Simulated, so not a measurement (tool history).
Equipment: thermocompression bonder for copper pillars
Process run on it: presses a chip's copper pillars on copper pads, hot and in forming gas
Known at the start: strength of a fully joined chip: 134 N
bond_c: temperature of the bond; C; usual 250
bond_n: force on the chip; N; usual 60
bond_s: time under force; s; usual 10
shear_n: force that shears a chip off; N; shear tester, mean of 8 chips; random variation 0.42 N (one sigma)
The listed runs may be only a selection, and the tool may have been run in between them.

run 1 day=0 | bond_c=250 bond_n=60 bond_s=10 | shear_n=95.5
run 2 day=2.029 | bond_c=250 bond_n=60 bond_s=10 | shear_n=94.7
run 3 day=4.246 | bond_c=250 bond_n=60 bond_s=10 | shear_n=92.4
run 4 day=5.762 | bond_c=250 bond_n=60 bond_s=10 | shear_n=98.2
run 5 day=7.225 | bond_c=226 bond_n=60 bond_s=10 | shear_n=72.8
run 6 day=8.696 | bond_c=226 bond_n=50 bond_s=10 | shear_n=61.4
run 7 day=11.117 | bond_c=226 bond_n=50 bond_s=10 | shear_n=59.8
run 8 day=13.125 | bond_c=250 bond_n=60 bond_s=10 | shear_n=99.6
run 9 day=14.946 | bond_c=250 bond_n=60 bond_s=10 | shear_n=97.7
run 10 day=16.446 | bond_c=236 bond_n=44 bond_s=22 | shear_n=81.6
run 11 day=18.079 | bond_c=223 bond_n=40 bond_s=22 | shear_n=58.8
run 12 day=19.312 | bond_c=228 bond_n=64 bond_s=12 | shear_n=84
run 13 day=20.996 | bond_c=223 bond_n=63 bond_s=10 | shear_n=72.1
run 14 day=23.412 | bond_c=251 bond_n=65 bond_s=9 | shear_n=96.6
run 15 day=25.696 | bond_c=251 bond_n=65 bond_s=17 | shear_n=115.5
run 16 day=28.088 | bond_c=251 bond_n=65 bond_s=17 | shear_n=112.2
run 17 day=29.662 | bond_c=256 bond_n=60 bond_s=10 | shear_n=99.6

Between the runs listed above, the log contained 5 entries, not reproduced here. Where in the sequence does each belong, and how does what the log doesn't record of the tool's condition differ from the listed run before to the listed run after?
In the gap between runs 3 and 4: forming gas filter changed (day 4.9)
  true temperature of the bond over the reading, C: 0.6 -> 0.8; force that reaches the chip, % of what is set: 105.8 -> 105.9; oxide that the forming gas leaves, % of the face: 7.68 -> 1.58
  measured result minus the result with no hidden state, shear_n: -3 -> +3.3 N
In the gap between runs 7 and 8: forming gas filter changed (day 11.692)
  true temperature of the bond over the reading, C: 1.5 -> 1.7; force that reaches the chip, % of what is set: 106.2 -> 106.4; oxide that the forming gas leaves, % of the face: 7.83 -> 2.16
  measured result minus the result with no hidden state, shear_n: +0.4 -> +3.9 N
In the gap between runs 10 and 11: force cell calibrated (day 17.638)
  true temperature of the bond over the reading, C: 2.1 -> 2.3; force that reaches the chip, % of what is set: 106.6 -> 101.1; oxide that the forming gas leaves, % of the face: 5.86 -> 7.59
  measured result minus the result with no hidden state, shear_n: +1.9 -> -1.5 N
In the gap between runs 11 and 12: forming gas filter changed (day 18.5)
  true temperature of the bond over the reading, C: 2.3 -> 2.5; oxide that the forming gas leaves, % of the face: 7.59 -> 1.43
  measured result minus the result with no hidden state, shear_n: -1.5 -> +2.6 N
In the gap between runs 14 and 15: forming gas filter changed (day 25.308)
  true temperature of the bond over the reading, C: 3 -> 3.4; force that reaches the chip, % of what is set: 101.5 -> 101.6; oxide that the forming gas leaves, % of the face: 6.27 -> 0.97
  measured result minus the result with no hidden state, shear_n: -2.2 -> +2.7 N

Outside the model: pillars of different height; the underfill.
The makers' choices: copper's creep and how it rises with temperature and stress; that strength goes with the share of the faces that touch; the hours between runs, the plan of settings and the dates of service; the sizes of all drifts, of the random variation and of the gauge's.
